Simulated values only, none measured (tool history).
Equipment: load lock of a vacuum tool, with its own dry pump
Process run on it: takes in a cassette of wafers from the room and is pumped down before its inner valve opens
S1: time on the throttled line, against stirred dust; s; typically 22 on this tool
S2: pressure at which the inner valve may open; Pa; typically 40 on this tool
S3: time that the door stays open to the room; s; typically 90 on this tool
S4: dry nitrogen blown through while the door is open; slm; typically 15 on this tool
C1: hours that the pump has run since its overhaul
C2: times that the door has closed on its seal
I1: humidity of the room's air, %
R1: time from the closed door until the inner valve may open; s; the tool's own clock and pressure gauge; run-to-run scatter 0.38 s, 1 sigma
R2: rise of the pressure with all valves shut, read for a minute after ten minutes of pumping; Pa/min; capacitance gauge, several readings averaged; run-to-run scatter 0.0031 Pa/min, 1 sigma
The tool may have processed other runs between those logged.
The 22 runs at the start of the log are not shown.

run 23 hour=2481.8 | S1=40 S2=75 S3=106 S4=8 | C1=9686 C2=23308 | I1=49.7 | R1=53.4 R2=0.139
run 24 hour=2630.8 | S1=18 S2=53 S3=90 S4=26 | C1=9835 C2=23905 | I1=44.9 | R1=39.9 R2=0.101
run 25 hour=2774.1 | S1=22 S2=40 S3=34 S4=23 | C1=9978 C2=24479 | I1=43.9 | R1=42.8 R2=0.071
run 26 hour=2919.6 | S1=19 S2=40 S3=98 S4=15 | C1=10124 C2=25062 | I1=42.2 | R1=41.8 R2=0.117
run 27 hour=3038.3 | S1=24 S2=72 S3=90 S4=30 | C1=10243 C2=25537 | I1=48.9 | R1=42.9 R2=0.100
run 28 hour=3121.2 | S1=24 S2=72 S3=90 S4=30 | C1=10325 C2=25870 | I1=45.7 | R1=42.4 R2=0.098
run 29 hour=3252.5 | S1=40 S2=42 S3=183 S4=23 | C1=10457 C2=26396 | I1=48.1 | R1=55.8 R2=0.144
run 30 hour=3380.4 | S1=19 S2=52 S3=82 S4=25 | C1=10585 C2=26908 | I1=46.1 | R1=40.6 R2=0.101
run 31 hour=3516.9 | S1=19 S2=52 S3=82 S4=25 | C1=10721 C2=27455 | I1=41.9 | R1=41.1 R2=0.096
run 32 hour=3641.0 | S1=19 S2=52 S3=82 S4=25 | C1=10845 C2=27953 | I1=42.5 | R1=41.1 R2=0.102
run 33 hour=3788.3 | S1=14 S2=44 S3=78 S4=13 | C1=10993 C2=28542 | I1=50.3 | R1=38.6 R2=0.127
run 34 hour=3856.0 | S1=14 S2=44 S3=78 S4=22 | C1=11060 C2=28814 | I1=46.8 | R1=39.0 R2=0.106
run 35 hour=3966.3 | S1=22 S2=40 S3=136 S4=26 | C1=11171 C2=29256 | I1=47.9 | R1=44.2 R2=0.130
run 36 hour=4037.4 | S1=22 S2=40 S3=136 S4=26 | C1=11242 C2=29541 | I1=43.8 | R1=44.1 R2=0.121
run 37 hour=4174.5 | S1=22 S2=40 S3=136 S4=26 | C1=11379 C2=30090 | I1=46.8 | R1=44.2 R2=0.134

Each row is a separate what-if for the run after 37, all from the same tool condition, not one after another. Results?
run A hour=4242.8 | S1=24 S2=40 S3=59 S4=5 | C1=11447 C2=30364 | I1=43.3 | R1=? R2=?
run B hour=4242.8 | S1=22 S2=60 S3=136 S4=28 | C1=11447 C2=30364 | I1=42.1 | R1=? R2=?
run C hour=4242.8 | S1=16 S2=64 S3=98 S4=15 | C1=11447 C2=30364 | I1=45.5 | R1=? R2=?
run D hour=4242.8 | S1=13 S2=40 S3=90 S4=13 | C1=11447 C2=30364 | I1=43.6 | R1=? R2=?

run=A R1=46.2 R2=0.124
run=B R1=43.4 R2=0.128
run=C R1=38.9 R2=0.132
run=D R1=38.2 R2=0.122
What these runs would have given with no unlogged condition in the tool:
run=A R1=42.0 R2=0.076
run=B R1=39.5 R2=0.079
run=C R1=34.6 R2=0.084
run=D R1=33.4 R2=0.074

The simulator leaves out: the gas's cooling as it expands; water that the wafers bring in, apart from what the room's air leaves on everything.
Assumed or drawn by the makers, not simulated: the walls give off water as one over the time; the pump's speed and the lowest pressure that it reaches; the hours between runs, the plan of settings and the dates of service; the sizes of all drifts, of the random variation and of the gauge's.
